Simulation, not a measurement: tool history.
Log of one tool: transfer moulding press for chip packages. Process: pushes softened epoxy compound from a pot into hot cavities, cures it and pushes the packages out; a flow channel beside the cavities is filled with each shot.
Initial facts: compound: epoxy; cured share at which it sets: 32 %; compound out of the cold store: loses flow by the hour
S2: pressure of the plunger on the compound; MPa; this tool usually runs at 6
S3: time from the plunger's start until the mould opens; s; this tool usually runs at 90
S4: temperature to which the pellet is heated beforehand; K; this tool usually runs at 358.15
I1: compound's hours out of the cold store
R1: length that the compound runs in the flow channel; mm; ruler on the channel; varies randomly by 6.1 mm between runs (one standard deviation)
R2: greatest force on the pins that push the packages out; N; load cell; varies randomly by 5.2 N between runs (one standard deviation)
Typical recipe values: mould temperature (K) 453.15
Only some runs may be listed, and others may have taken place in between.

Run 1, hour 0: usual settings; I1 32.9. Result: R1 651 mm, R2 240 N.
At hour 33: cavities cleaned with cleaning compound and waxed.
Run 2, hour 33: usual settings; I1 23.4. Result: R1 694 mm, R2 179 N.
Run 3, hour 80.6: usual settings but S2 7.22 MPa; I1 26.2. Result: R1 738 mm, R2 259 N.
At hour 105: cavities cleaned with cleaning compound and waxed.
At hour 131.5: mould's thermocouples calibrated.
Run 4, hour 151.3: usual settings but S2 7.22 MPa; I1 22.4. Result: R1 748 mm, R2 248 N.
At hour 181.5: plunger's sealing rings changed.
At hour 183: cavities cleaned with cleaning compound and waxed.
Run 5, hour 219.7: usual settings but S2 7.22 MPa; I1 33.9. Result: R1 751 mm, R2 229 N.
At hour 255.2: cavities cleaned with cleaning compound and waxed.
Run 6, hour 285.5: usual settings; I1 9.2. Result: R1 799 mm, R2 226 N.
At hour 328.1: cavities cleaned with cleaning compound and waxed.
Run 7, hour 355.6: usual settings but S3 123 s; I1 8.4. Result: R1 793 mm, R2 202 N.
At hour 401.4: cavities cleaned with cleaning compound and waxed.
Run 8, hour 414.8: usual settings but S3 123 s; I1 47. Result: R1 622 mm, R2 173 N.
At hour 475.8: cavities cleaned with cleaning compound and waxed.
Run 9, hour 482.7: usual settings; I1 8.2. Result: R1 768 mm, R2 173 N.
Run 10, hour 537.1: usual settings but S3 87 s; I1 32.2. Result: R1 665 mm, R2 276 N.
At hour 552.5: cavities cleaned with cleaning compound and waxed.
Run 11, hour 568.9: usual settings but S3 87 s; I1 42.2. Result: R1 630 mm, R2 207 N.
Run 12, hour 601.4: usual settings; I1 19.4. Result: R1 710 mm, R2 260 N.
At hour 626.6: cavities cleaned with cleaning compound and waxed.
Run 13, hour 661.1: usual settings but S4 365.15 K; I1 16.2. Result: R1 703 mm, R2 227 N.
At hour 698.4: cavities cleaned with cleaning compound and waxed.
Run 14, hour 708.1: usual settings but S4 365.15 K; I1 44.6. Result: R1 612 mm, R2 187 N.
At hour 728.8: plunger's sealing rings changed.
At hour 774.4: cavities cleaned with cleaning compound and waxed.
Run 15, hour 777.7: usual settings but S4 365.15 K; I1 18.7. Result: R1 749 mm, R2 170 N.
Run 16, hour 823.8: usual settings but S3 123 s, S4 367.15 K; I1 15.2. Result: R1 756 mm, R2 240 N.
At hour 848.4: cavities cleaned with cleaning compound and waxed.
Run 17, hour 874: usual settings but mould temperature (K) 458.15; I1 16.8. Result: R1 732 mm, R2 210 N.
Run 18, hour 916: usual settings but mould temperature (K) 449.15, S2 5.5 MPa, S3 122 s, S4 352.15 K; I1 10.4. Result: R1 746 mm, R2 267 N.
At hour 920.5: cavities cleaned with cleaning compound and waxed.
Run 19, hour 955.3: usual settings but mould temperature (K) 460.15, S2 5.72 MPa, S4 351.15 K; I1 30.9. Result: R1 658 mm, R2 212 N.
At hour 992.4: cavities cleaned with cleaning compound and waxed.
Run 20, hour 1024.1: usual settings but S2 7.46 MPa, S3 106 s; I1 28. Result: R1 776 mm, R2 209 N.
At hour 1066.6: cavities cleaned with cleaning compound and waxed.
Run 21, hour 1066.6: usual settings but S2 7.46 MPa, S3 106 s; I1 35.7. Result: R1 726 mm, R2 155 N.
Run 22, hour 1117.2: usual settings but S3 78 s, S4 349.15 K; I1 17.5. Result: R1 724 mm, R2 318 N.
At hour 1139.1: cavities cleaned with cleaning compound and waxed.
Run 23, hour 1171: usual settings but S2 6.75 MPa, S3 76 s, S4 353.15 K; I1 16.4. Result: R1 763 mm, R2 282 N.
At hour 1212.1: cavities cleaned with cleaning compound and waxed.
Run 24, hour 1232: usual settings but mould temperature (K) 449.15, S3 103 s, S4 364.15 K; I1 40.3. Result: R1 637 mm, R2 205 N.
Run 25, hour 1265.2: usual settings but mould temperature (K) 449.15, S3 103 s, S4 364.15 K; I1 21.4. Result: R1 705 mm, R2 263 N.
At hour 1273.3: plunger's sealing rings changed.
At hour 1286.6: cavities cleaned with cleaning compound and waxed.
Run 26, hour 1298.6: usual settings but mould temperature (K) 449.15, S2 6.5 MPa, S3 114 s, S4 364.15 K; I1 31.6. Result: R1 745 mm, R2 183 N.

5 options for the next run, each taken on its own from the tool as it stands now. Forecast them:
At hour 1359.7: cavities cleaned with cleaning compound and waxed.
Run A, hour 1364.7: usual settings but S2 6.55 MPa, S3 98 s, S4 349.15 K; I1 29.1. Result: R1 ?, R2 ?.
At hour 1359.7: cavities cleaned with cleaning compound and waxed.
Run B, hour 1364.7: usual settings but mould temperature (K) 449.15, S2 5.26 MPa, S3 114 s, S4 364.15 K; I1 29.9. Result: R1 ?, R2 ?.
At hour 1359.7: cavities cleaned with cleaning compound and waxed.
Run C, hour 1364.7: usual settings but mould temperature (K) 455.15, S2 6.85 MPa, S3 114 s, S4 357.15 K; I1 32.2. Result: R1 ?, R2 ?.
At hour 1359.7: cavities cleaned with cleaning compound and waxed.
Run D, hour 1364.7: usual settings but mould temperature (K) 460.15, S2 6.55 MPa, S3 114 s, S4 364.15 K; I1 13.8. Result: R1 ?, R2 ?.
At hour 1359.7: cavities cleaned with cleaning compound and waxed.
Run E, hour 1364.7: usual settings but mould temperature (K) 449.15, S2 5.73 MPa, S3 98 s, S4 364.15 K; I1 20.6. Result: R1 ?, R2 ?.

run   R1   R2
  A  744  179
  B  674  168
  C  728  166
  D  782  154
  E  742  193
The same runs, with their run-to-run variation unchanged, on a tool lacking any hidden condition would have given:
run   R1   R2
  A  753  163
  B  682  153
  C  736  153
  D  792  141
  E  751  174
